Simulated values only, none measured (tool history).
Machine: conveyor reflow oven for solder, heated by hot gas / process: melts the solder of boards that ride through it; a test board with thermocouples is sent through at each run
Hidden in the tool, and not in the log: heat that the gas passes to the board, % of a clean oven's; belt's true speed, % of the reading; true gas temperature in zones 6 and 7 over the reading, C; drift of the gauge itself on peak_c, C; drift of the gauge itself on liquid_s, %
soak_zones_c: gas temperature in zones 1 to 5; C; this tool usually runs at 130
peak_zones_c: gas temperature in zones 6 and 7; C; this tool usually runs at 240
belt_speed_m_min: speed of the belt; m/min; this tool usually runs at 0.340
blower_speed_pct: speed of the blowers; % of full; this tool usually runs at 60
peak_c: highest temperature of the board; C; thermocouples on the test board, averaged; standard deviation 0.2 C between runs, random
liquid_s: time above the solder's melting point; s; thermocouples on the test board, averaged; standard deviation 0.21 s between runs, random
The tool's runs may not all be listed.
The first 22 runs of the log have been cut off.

run	day	soak_zones_c	peak_zones_c	belt_speed_m_min	blower_speed_pct	hours of work since the flux was cleaned out	hours of work since the belt drive was overhauled	hours of work since the thermocouples were changed	peak_c	liquid_s
23	40.871	130	251	0.301	63	255	406	40	236.7	104.9
24	43.342	130	251	0.301	63	288	439	73	236.8	105.3
25	45.650	130	251	0.301	63	319	470	104	236.9	104.7
26	47.717	129	255	0.365	60	347	498	132	232.2	83.0
27	50.142	130	240	0.409	60	379	531	165	214.6	58.9
28	51.229	121	240	0.337	52	394	545	179	217.7	72.4
29	53.275	123	233	0.273	68	422	573	207	223.1	101.4
# day 55.454: flux residue cleaned out of gas plates and filters
30	55.750	118	240	0.398	87	4	603	237	221.8	64.6
31	57.433	131	232	0.398	87	27	626	260	216.5	65.0

Each row is a separate what-if for the run after 31, all from the same tool condition, not one after another. Results?
A	58.546	119	232	0.327	54	41	641	275	?	?
B	58.546	131	235	0.290	87	41	641	275	?	?
C	58.546	131	232	0.385	67	41	641	275	?	?

run	peak_c	liquid_s
A	212.1	67.6
B	227.2	103.5
C	212.5	62.2
Stripped of hidden state, with their random variation kept, the same runs would have yielded:
run	peak_c	liquid_s
A	212.1	67.6
B	227.2	103.4
C	212.5	62.1
